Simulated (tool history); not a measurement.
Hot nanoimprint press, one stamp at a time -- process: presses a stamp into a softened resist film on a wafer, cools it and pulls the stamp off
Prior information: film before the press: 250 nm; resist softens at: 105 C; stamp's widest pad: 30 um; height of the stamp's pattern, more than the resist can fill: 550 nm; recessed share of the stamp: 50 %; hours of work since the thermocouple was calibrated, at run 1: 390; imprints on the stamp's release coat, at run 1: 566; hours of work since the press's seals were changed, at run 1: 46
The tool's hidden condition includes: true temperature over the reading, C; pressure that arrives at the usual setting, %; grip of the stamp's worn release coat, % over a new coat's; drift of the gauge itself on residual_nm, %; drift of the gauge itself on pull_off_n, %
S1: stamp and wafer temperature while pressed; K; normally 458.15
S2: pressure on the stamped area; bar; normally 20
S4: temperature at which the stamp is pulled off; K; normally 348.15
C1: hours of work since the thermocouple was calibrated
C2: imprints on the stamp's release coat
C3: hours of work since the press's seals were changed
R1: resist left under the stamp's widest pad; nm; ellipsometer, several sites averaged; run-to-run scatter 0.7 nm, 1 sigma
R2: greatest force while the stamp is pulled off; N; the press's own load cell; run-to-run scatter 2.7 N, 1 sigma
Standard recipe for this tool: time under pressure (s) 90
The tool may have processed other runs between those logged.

{"run": 1, "hour": 0.0, "S1": 458.15, "S2": 20, "time under pressure (s)": 90, "S4": 348.15, "C1": 390, "C2": 566, "C3": 46, "R1": 95.6, "R2": 131}
{"run": 2, "hour": 69.7, "S1": 458.15, "S2": 20, "time under pressure (s)": 90, "S4": 348.15, "C1": 431, "C2": 691, "C3": 86, "R1": 95.3, "R2": 125}
{"hour": 132.6, "done": "plate thermocouple calibrated"}
{"run": 3, "hour": 136.9, "S1": 458.15, "S2": 20, "time under pressure (s)": 90, "S4": 348.15, "C1": 2, "C2": 806, "C3": 123, "R1": 97.2, "R2": 129}
{"run": 4, "hour": 225.0, "S1": 458.15, "S2": 20, "time under pressure (s)": 90, "S4": 348.15, "C1": 54, "C2": 964, "C3": 175, "R1": 96.6, "R2": 128}
{"hour": 295.3, "done": "stamp cleaned and given a new release coat"}
{"run": 5, "hour": 296.0, "S1": 458.15, "S2": 20, "time under pressure (s)": 130, "S4": 348.15, "C1": 91, "C2": 1, "C3": 212, "R1": 82.6, "R2": 135}
{"run": 6, "hour": 384.8, "S1": 458.15, "S2": 20, "time under pressure (s)": 130, "S4": 348.15, "C1": 143, "C2": 160, "C3": 264, "R1": 83.1, "R2": 126}
{"run": 7, "hour": 453.2, "S1": 458.15, "S2": 20, "time under pressure (s)": 130, "S4": 348.15, "C1": 183, "C2": 283, "C3": 304, "R1": 82.9, "R2": 128}
{"run": 8, "hour": 519.3, "S1": 458.15, "S2": 20, "time under pressure (s)": 130, "S4": 348.15, "C1": 221, "C2": 401, "C3": 342, "R1": 83.3, "R2": 131}
{"run": 9, "hour": 575.4, "S1": 458.15, "S2": 20, "time under pressure (s)": 130, "S4": 348.15, "C1": 254, "C2": 502, "C3": 375, "R1": 83, "R2": 130}
{"run": 10, "hour": 649.8, "S1": 458.15, "S2": 20, "time under pressure (s)": 130, "S4": 348.15, "C1": 297, "C2": 635, "C3": 418, "R1": 83.1, "R2": 133}
{"run": 11, "hour": 685.8, "S1": 458.15, "S2": 20, "time under pressure (s)": 90, "S4": 348.15, "C1": 318, "C2": 699, "C3": 439, "R1": 96.5, "R2": 128}
{"run": 12, "hour": 733.0, "S1": 458.15, "S2": 20, "time under pressure (s)": 90, "S4": 348.15, "C1": 345, "C2": 784, "C3": 466, "R1": 96.3, "R2": 126}
{"run": 13, "hour": 812.4, "S1": 458.15, "S2": 20, "time under pressure (s)": 90, "S4": 348.15, "C1": 391, "C2": 926, "C3": 512, "R1": 95.1, "R2": 129}
{"run": 14, "hour": 856.0, "S1": 458.15, "S2": 20, "time under pressure (s)": 90, "S4": 348.15, "C1": 417, "C2": 1004, "C3": 538, "R1": 95.5, "R2": 126}
{"hour": 903.1, "done": "stamp cleaned and given a new release coat"}
{"run": 15, "hour": 915.8, "S1": 458.15, "S2": 20, "time under pressure (s)": 90, "S4": 348.15, "C1": 448, "C2": 23, "C3": 569, "R1": 96.2, "R2": 127}
{"hour": 944.3, "done": "plate thermocouple calibrated"}
{"run": 16, "hour": 984.9, "S1": 458.15, "S2": 25.3, "time under pressure (s)": 90, "S4": 348.15, "C1": 24, "C2": 141, "C3": 607, "R1": 85.3, "R2": 127}
{"run": 17, "hour": 1061.6, "S1": 458.15, "S2": 25.3, "time under pressure (s)": 90, "S4": 348.15, "C1": 68, "C2": 279, "C3": 652, "R1": 85.6, "R2": 131}
{"run": 18, "hour": 1112.6, "S1": 457.15, "S2": 12.7, "time under pressure (s)": 90, "S4": 348.15, "C1": 98, "C2": 370, "C3": 682, "R1": 123.4, "R2": 128}
{"run": 19, "hour": 1155.4, "S1": 457.15, "S2": 12.7, "time under pressure (s)": 90, "S4": 348.15, "C1": 123, "C2": 447, "C3": 706, "R1": 124.2, "R2": 126}
{"run": 20, "hour": 1216.6, "S1": 457.15, "S2": 16.4, "time under pressure (s)": 67, "S4": 348.15, "C1": 158, "C2": 556, "C3": 742, "R1": 122.8, "R2": 127}
{"run": 21, "hour": 1269.2, "S1": 458.15, "S2": 20, "time under pressure (s)": 90, "S4": 334.15, "C1": 189, "C2": 650, "C3": 773, "R1": 96.5, "R2": 161}
{"run": 22, "hour": 1318.0, "S1": 458.15, "S2": 20, "time under pressure (s)": 90, "S4": 338.15, "C1": 217, "C2": 738, "C3": 801, "R1": 97.5, "R2": 157}
{"run": 23, "hour": 1360.9, "S1": 458.15, "S2": 24.1, "time under pressure (s)": 46, "S4": 348.15, "C1": 242, "C2": 815, "C3": 826, "R1": 111.5, "R2": 129}
{"run": 24, "hour": 1436.0, "S1": 458.15, "S2": 24.1, "time under pressure (s)": 46, "S4": 348.15, "C1": 286, "C2": 949, "C3": 869, "R1": 110.8, "R2": 130}
{"run": 25, "hour": 1502.5, "S1": 455.15, "S2": 18.7, "time under pressure (s)": 86, "S4": 348.15, "C1": 324, "C2": 1068, "C3": 908, "R1": 110.7, "R2": 137}
{"hour": 1516.6, "done": "stamp cleaned and given a new release coat"}
{"run": 26, "hour": 1578.2, "S1": 455.15, "S2": 18.7, "time under pressure (s)": 86, "S4": 348.15, "C1": 365, "C2": 110, "C3": 949, "R1": 111.1, "R2": 126}
{"run": 27, "hour": 1614.1, "S1": 455.15, "S2": 18.7, "time under pressure (s)": 86, "S4": 348.15, "C1": 386, "C2": 174, "C3": 969, "R1": 111.1, "R2": 128}
{"run": 28, "hour": 1687.5, "S1": 455.15, "S2": 18.7, "time under pressure (s)": 86, "S4": 348.15, "C1": 428, "C2": 306, "C3": 1012, "R1": 110.3, "R2": 130}
{"hour": 1750.2, "done": "plate thermocouple calibrated"}
{"run": 29, "hour": 1779.2, "S1": 459.15, "S2": 18.7, "time under pressure (s)": 86, "S4": 348.15, "C1": 17, "C2": 465, "C3": 1064, "R1": 99.7, "R2": 131}
{"run": 30, "hour": 1826.9, "S1": 459.15, "S2": 18.7, "time under pressure (s)": 86, "S4": 348.15, "C1": 45, "C2": 550, "C3": 1091, "R1": 98.1, "R2": 129}

Each row is a separate what-if for the run after 30, all from the same tool condition, not one after another. Results?
{"run": "A", "hour": 1881.8, "S1": 458.15, "S2": 29.2, "time under pressure (s)": 98, "S4": 348.15, "C1": 76, "C2": 649, "C3": 1123, "R1": "?", "R2": "?"}
{"run": "B", "hour": 1881.8, "S1": 459.15, "S2": 18.7, "time under pressure (s)": 165, "S4": 348.15, "C1": 76, "C2": 649, "C3": 1123, "R1": "?", "R2": "?"}
{"run": "C", "hour": 1881.8, "S1": 459.15, "S2": 18.7, "time under pressure (s)": 130, "S4": 348.15, "C1": 76, "C2": 649, "C3": 1123, "R1": "?", "R2": "?"}
{"run": "D", "hour": 1881.8, "S1": 461.15, "S2": 12.2, "time under pressure (s)": 141, "S4": 348.15, "C1": 76, "C2": 649, "C3": 1123, "R1": "?", "R2": "?"}

run=A R1=76 R2=133
run=B R1=75.7 R2=126
run=C R1=84.2 R2=128
run=D R1=94.1 R2=128
Had the tool no hidden state, the same runs would have come out as:
run=A R1=75.8 R2=131
run=B R1=75.6 R2=125
run=C R1=84 R2=127
run=D R1=94 R2=127
